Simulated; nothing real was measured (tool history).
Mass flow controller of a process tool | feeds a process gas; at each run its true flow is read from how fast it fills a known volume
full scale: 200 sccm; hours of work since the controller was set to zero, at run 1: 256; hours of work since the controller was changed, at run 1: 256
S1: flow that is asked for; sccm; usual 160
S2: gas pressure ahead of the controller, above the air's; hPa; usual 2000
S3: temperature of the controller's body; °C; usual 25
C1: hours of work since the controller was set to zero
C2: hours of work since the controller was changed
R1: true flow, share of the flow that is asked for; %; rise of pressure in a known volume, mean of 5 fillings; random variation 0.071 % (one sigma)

run	day	S1	S2	S3	C1	C2	R1
1	0.000	160	2000	25	256	256	99.76
2	2.646	160	2000	25	279	279	99.58
3	5.629	160	2000	21	305	305	100.01
4	8.642	160	2000	21	331	331	100.04
5	11.971	160	2000	25	360	360	99.81
6	14.062	160	2000	25	378	378	99.86
7	15.792	25	2000	25	393	393	98.90
8	18.142	25	2000	25	413	413	99.02
9	21.571	25	2000	25	443	443	98.98
10	24.046	25	2000	25	464	464	99.01
11	27.512	160	2000	33	494	494	99.32
12	31.321	160	2000	33	527	527	99.30
13	34.358	99	2000	25	553	553	99.24
14	36.379	99	2000	25	571	571	99.30
15	39.067	198	2400	22	594	594	100.64
16	40.675	198	2400	22	608	608	100.51
17	43.092	54	1700	32	629	629	98.36
18	46.329	40	2410	20	657	657	99.51
19	48.592	40	2410	20	676	676	99.49

Run 20 comes next. What will it give?
20	50.908	40	2410	20	696	696	?

R1: 99.48 %
Without the tool's hidden state the same run would have given R1 98.93 %.
